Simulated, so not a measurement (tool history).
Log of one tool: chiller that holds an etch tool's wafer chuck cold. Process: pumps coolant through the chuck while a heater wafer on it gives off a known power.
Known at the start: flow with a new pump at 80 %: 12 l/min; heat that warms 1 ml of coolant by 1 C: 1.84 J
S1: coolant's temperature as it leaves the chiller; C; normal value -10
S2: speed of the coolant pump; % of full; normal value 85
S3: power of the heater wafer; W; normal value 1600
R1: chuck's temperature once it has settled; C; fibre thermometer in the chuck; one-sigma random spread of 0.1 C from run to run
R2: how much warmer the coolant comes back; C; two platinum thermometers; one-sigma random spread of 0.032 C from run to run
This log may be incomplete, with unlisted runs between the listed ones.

| run | day | S1 | S2 | S3 | R1 | R2 |
|---|---|---|---|---|---|---|
| 1 | 0.000 | -10 | 85 | 1600 | 8.3 | 4.09 |
| 2 | 3.962 | -10 | 85 | 978 | 1.4 | 2.49 |
| 3 | 7.983 | -10 | 85 | 1600 | 8.4 | 4.14 |
| 4 | 9.754 | -10 | 88 | 1600 | 8.1 | 3.97 |
| 5 | 13.512 | -10 | 88 | 1600 | 8.0 | 4.01 |
| 6 | 15.479 | -10 | 88 | 1600 | 8.0 | 3.94 |
| 7 | 18.229 | -10 | 88 | 1600 | 8.1 | 3.96 |
| 8 | 22.275 | -10 | 88 | 1600 | 8.0 | 3.95 |
| 9 | 24.425 | -10 | 85 | 1600 | 8.6 | 4.10 |
| 10 | 26.588 | -11 | 85 | 991 | 0.3 | 2.50 |
| 11 | 30.708 | -4 | 71 | 889 | 7.4 | 2.73 |
| 12 | 32.842 | -4 | 71 | 889 | 7.5 | 2.73 |
| 13 | 34.983 | -16 | 62 | 1143 | -0.1 | 3.98 |
| 14 | 37.062 | 0 | 75 | 860 | 10.8 | 2.49 |
| 15 | 40.504 | -10 | 85 | 2298 | 16.6 | 5.84 |
| 16 | 44.538 | -6 | 73 | 2268 | 22.6 | 6.70 |
| 17 | 47.046 | -10 | 61 | 1600 | 12.6 | 5.74 |
| 18 | 49.375 | 0 | 91 | 1059 | 11.6 | 2.53 |

Taken out of this log: 2 entries between the listed runs. Where each belongs, and how the hidden state differs across it:
From run 11 to run 12: chiller's thermometer calibrated (day 32.675)
  both runs share identical hidden conditions
From run 15 to run 16: coolant changed, channels flushed (day 41.471)
  heat passed by the chuck's channels, % of clean ones': 99.9 -> 100
